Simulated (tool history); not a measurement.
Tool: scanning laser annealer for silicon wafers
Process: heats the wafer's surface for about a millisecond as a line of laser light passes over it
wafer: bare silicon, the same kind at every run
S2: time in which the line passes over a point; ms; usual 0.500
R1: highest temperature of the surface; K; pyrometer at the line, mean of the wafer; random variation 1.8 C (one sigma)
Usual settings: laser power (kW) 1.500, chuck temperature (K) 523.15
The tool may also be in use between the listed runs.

Run 1, hour 0.0: usual settings. Result: R1 1218.15 K.
Run 2, hour 9.3: usual settings but chuck temperature (K) 539.15. Result: R1 1230.15 K.
Run 3, hour 23.8: usual settings but chuck temperature (K) 539.15. Result: R1 1226.15 K.
Run 4, hour 32.5: usual settings but chuck temperature (K) 539.15. Result: R1 1229.15 K.
Run 5, hour 46.9: usual settings but S2 0.376 ms. Result: R1 1116.15 K.
Run 6, hour 60.5: usual settings but laser power (kW) 1.383, S2 0.376 ms. Result: R1 1057.15 K.
Run 7, hour 74.1: usual settings but laser power (kW) 1.383, S2 0.554 ms. Result: R1 1184.15 K.
Run 8, hour 86.7: usual settings but laser power (kW) 1.383, S2 0.554 ms. Result: R1 1185.15 K.
Run 9, hour 95.2: usual settings but laser power (kW) 1.383, S2 0.554 ms. Result: R1 1185.15 K.
Run 10, hour 101.2: usual settings but S2 0.479 ms. Result: R1 1197.15 K.
Run 11, hour 110.9: usual settings but laser power (kW) 1.470, S2 0.479 ms. Result: R1 1179.15 K.
Run 12, hour 119.2: usual settings. Result: R1 1209.15 K.
Run 13, hour 133.4: usual settings. Result: R1 1213.15 K.
Run 14, hour 145.4: usual settings. Result: R1 1207.15 K.
Run 15, hour 152.6: usual settings but laser power (kW) 1.558. Result: R1 1243.15 K.
Run 16, hour 159.4: usual settings but chuck temperature (K) 494.15. Result: R1 1181.15 K.
Run 17, hour 165.9: usual settings but laser power (kW) 1.600, chuck temperature (K) 494.15. Result: R1 1236.15 K.
Run 18, hour 172.3: usual settings. Result: R1 1210.15 K.
Run 19, hour 185.9: usual settings but chuck temperature (K) 527.15. Result: R1 1214.15 K.
At hour 189.6: laser's power meter calibrated.
Run 20, hour 198.4: usual settings but S2 0.392 ms, chuck temperature (K) 490.15. Result: R1 1090.15 K.
Run 21, hour 210.8: usual settings but laser power (kW) 1.435, S2 0.395 ms, chuck temperature (K) 543.15. Result: R1 1117.15 K.
Run 22, hour 224.2: usual settings but laser power (kW) 1.601, S2 0.495 ms, chuck temperature (K) 543.15. Result: R1 1281.15 K.
Run 23, hour 233.6: usual settings but laser power (kW) 1.413. Result: R1 1161.15 K.
At hour 239.5: laser's power meter calibrated, once more.
Run 24, hour 242.8: usual settings but laser power (kW) 1.498, S2 0.430 ms, chuck temperature (K) 550.15. Result: R1 1183.15 K.
Run 25, hour 251.8: usual settings but laser power (kW) 1.375, S2 0.430 ms, chuck temperature (K) 496.15. Result: R1 1066.15 K.
Run 26, hour 265.7: usual settings but laser power (kW) 1.375, S2 0.430 ms, chuck temperature (K) 496.15. Result: R1 1070.15 K.
Run 27, hour 277.5: usual settings but S2 0.384 ms. Result: R1 1120.15 K.
Run 28, hour 285.8: usual settings but S2 0.384 ms. Result: R1 1118.15 K.
Run 29, hour 292.2: usual settings but S2 0.384 ms. Result: R1 1118.15 K.
Run 30, hour 301.8: usual settings but laser power (kW) 1.528, S2 0.502 ms, chuck temperature (K) 514.15. Result: R1 1218.15 K.
Run 31, hour 314.8: usual settings but laser power (kW) 1.528, S2 0.502 ms, chuck temperature (K) 514.15. Result: R1 1220.15 K.
Run 32, hour 324.8: usual settings but laser power (kW) 1.528, S2 0.502 ms, chuck temperature (K) 514.15. Result: R1 1216.15 K.
Run 33, hour 338.6: usual settings but laser power (kW) 1.551, chuck temperature (K) 539.15. Result: R1 1251.15 K.
Run 34, hour 350.7: usual settings but laser power (kW) 1.551, chuck temperature (K) 539.15. Result: R1 1254.15 K.
Run 35, hour 362.2: usual settings but laser power (kW) 1.388, S2 0.576 ms, chuck temperature (K) 539.15. Result: R1 1212.15 K.

Forecast each of these 4 alternatives for the next run:
Run A, hour 376.8: usual settings but laser power (kW) 1.505, S2 0.408 ms, chuck temperature (K) 539.15. Result: R1 ?.
Run B, hour 376.8: usual settings but laser power (kW) 1.383, S2 0.454 ms, chuck temperature (K) 531.15. Result: R1 ?.
Run C, hour 376.8: usual settings but laser power (kW) 1.367, S2 0.424 ms, chuck temperature (K) 537.15. Result: R1 ?.
Run D, hour 376.8: usual settings but laser power (kW) 1.596. Result: R1 ?.

run       R1
  A  1157.15
  B  1123.15
  C  1101.15
  D  1263.15
Without the tool's hidden state the same runs would have given:
run       R1
  A  1203.15
  B  1167.15
  C  1143.15
  D  1318.15
